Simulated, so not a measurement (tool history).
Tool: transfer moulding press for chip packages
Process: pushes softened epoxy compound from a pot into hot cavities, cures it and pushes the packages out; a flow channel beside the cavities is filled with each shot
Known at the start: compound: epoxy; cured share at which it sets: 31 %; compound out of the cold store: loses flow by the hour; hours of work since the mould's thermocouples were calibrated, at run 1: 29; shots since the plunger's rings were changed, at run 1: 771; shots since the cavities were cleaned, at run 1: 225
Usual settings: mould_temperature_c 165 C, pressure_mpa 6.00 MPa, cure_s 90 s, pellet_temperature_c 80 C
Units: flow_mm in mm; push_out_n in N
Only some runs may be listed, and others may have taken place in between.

run   hour  mould_temperature_c  pressure_mpa  cure_s  pellet_temperature_c  hours of work since the mould's thermocouples were calibrated  shots since the plunger's rings were changed  shots since the cavities were cleaned  incoming compound's hours out of the cold store  flow_mm  push_out_n
  1    0.0                  165          6.00      90                    80                                                             29                                           771                                    225                                             22.8      654         640
  2    7.6                  165          6.00      90                    80                                                             33                                           863                                    317                                             40.2      578         651
  3   15.9                  165          6.00      90                    80                                                             38                                           963                                    417                                             11.7      699         750
  4   25.0                  165          6.00      90                    80                                                             43                                          1073                                    527                                             12.2      700         781
      34.3  -- cavities cleaned with cleaning compound and waxed
  5   39.1                  165          6.00      90                    80                                                             51                                          1226                                     58                                             31.1      611         495
  6   50.8                  165          6.00      90                    80                                                             57                                          1366                                    198                                             28.6      627         577
  7   62.2                  165          6.00      90                    80                                                             64                                          1504                                    336                                             39.8      575         659
  8   68.0                  165          6.00      90                    80                                                             68                                          1574                                    406                                             17.4      671         745
  9   73.4                  165          6.00      90                    79                                                             71                                          1640                                    472                                             10.2      704         767
 10   79.9                  165          6.00      90                    79                                                             75                                          1718                                    550                                             33.5      595         718
      86.7  -- cavities cleaned with cleaning compound and waxed
 11   92.4                  165          6.00      90                    79                                                             81                                          1851                                     69                                             15.6      675         529
 12  102.9                  165          6.00      90                    80                                                             87                                          1978                                    196                                             41.7      566         574
 13  108.0                  165          6.00      90                    80                                                             90                                          2040                                    258                                             23.7      637         636
 14  113.8                  165          6.00      90                    80                                                             94                                          2110                                    328                                             38.8      576         642
 15  120.3                  168          6.00      90                    80                                                             98                                          2189                                    407                                             32.4      592         613
 16  125.8                  170          4.61      98                    87                                                            101                                          2254                                    472                                             34.9      501         545
 17  135.7                  167          5.29      90                    80                                                            107                                          2374                                    592                                             19.1      610         699
     139.4  -- cavities cleaned with cleaning compound and waxed
 18  148.6                  167          5.29      90                    80                                                            113                                          2511                                    110                                             22.4      589         496
 19  159.6                  162          6.00     103                    80                                                            120                                          2645                                    244                                             17.7      670         625
 20  169.4                  165          5.36      90                    80                                                            126                                          2763                                    362                                             14.9      626         730
 21  180.7                  165          6.00      81                    80                                                            132                                          2900                                    499                                              9.8      690        1039
 22  189.4                  166          6.00     109                    80                                                            137                                          3005                                    604                                              8.6      688         599

What will run 23 give?
     192.0  -- cavities cleaned with cleaning compound and waxed
 23  198.0                  165          6.00      95                    85                                                            141                                          3091                                     73                                             46.1        ?           ?

flow_mm: 534 mm
push_out_n: 450 N
On a tool with no hidden condition, and with the same random variation, this run would have come out at flow_mm 564 mm, push_out_n 384 N.
